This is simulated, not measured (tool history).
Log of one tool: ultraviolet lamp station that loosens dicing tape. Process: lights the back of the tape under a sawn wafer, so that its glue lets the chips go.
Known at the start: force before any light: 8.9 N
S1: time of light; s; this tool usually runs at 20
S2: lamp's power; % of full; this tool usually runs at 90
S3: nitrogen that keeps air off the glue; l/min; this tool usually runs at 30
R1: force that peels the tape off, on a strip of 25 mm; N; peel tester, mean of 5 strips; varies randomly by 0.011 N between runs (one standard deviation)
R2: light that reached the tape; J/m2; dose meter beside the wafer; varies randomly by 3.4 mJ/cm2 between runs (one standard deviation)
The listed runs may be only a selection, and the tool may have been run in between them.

| run | hour | S1 | S2 | S3 | R1 | R2 |
|---|---|---|---|---|---|---|
| 1 | 0 | 20 | 90 | 30 | 0.921 | 3900 |
| 2 | 14.7 | 20 | 90 | 30 | 0.904 | 3870 |
| 3 | 39.4 | 20 | 74 | 30 | 1.345 | 3170 |
|  | 42.1 | lamp changed |
|  | 42.6 | window cleaned of glue's vapour |
| 4 | 66.5 | 20 | 74 | 30 | 0.691 | 4430 |
| 5 | 88.9 | 20 | 74 | 30 | 0.708 | 4420 |
| 6 | 118.9 | 20 | 60 | 30 | 1.073 | 3550 |
| 7 | 136.5 | 20 | 60 | 30 | 1.079 | 3480 |
| 8 | 155.1 | 20 | 60 | 30 | 1.127 | 3500 |
| 9 | 177.1 | 17 | 96 | 36 | 0.573 | 4730 |
| 10 | 198.1 | 17 | 96 | 36 | 0.583 | 4720 |
| 11 | 226.3 | 19 | 97 | 12 | 0.959 | 5250 |
| 12 | 253.2 | 20 | 99 | 30 | 0.459 | 5600 |
| 13 | 269.1 | 20 | 99 | 30 | 0.443 | 5590 |

Each row is a separate what-if for the run after 13, all from the same tool condition, not one after another. Results?
| A | 297 | 25 | 99 | 23 | ? | ? |
| B | 297 | 20 | 99 | 22 | ? | ? |
| C | 297 | 20 | 99 | 52 | ? | ? |

| run | R1 | R2 |
|---|---|---|
| A | 0.373 | 6890 |
| B | 0.575 | 5530 |
| C | 0.374 | 5490 |
With the hidden condition removed and each run's random variation left untouched, the same runs would have given:
| run | R1 | R2 |
|---|---|---|
| A | 0.326 | 7590 |
| B | 0.48 | 6090 |
| C | 0.33 | 6050 |
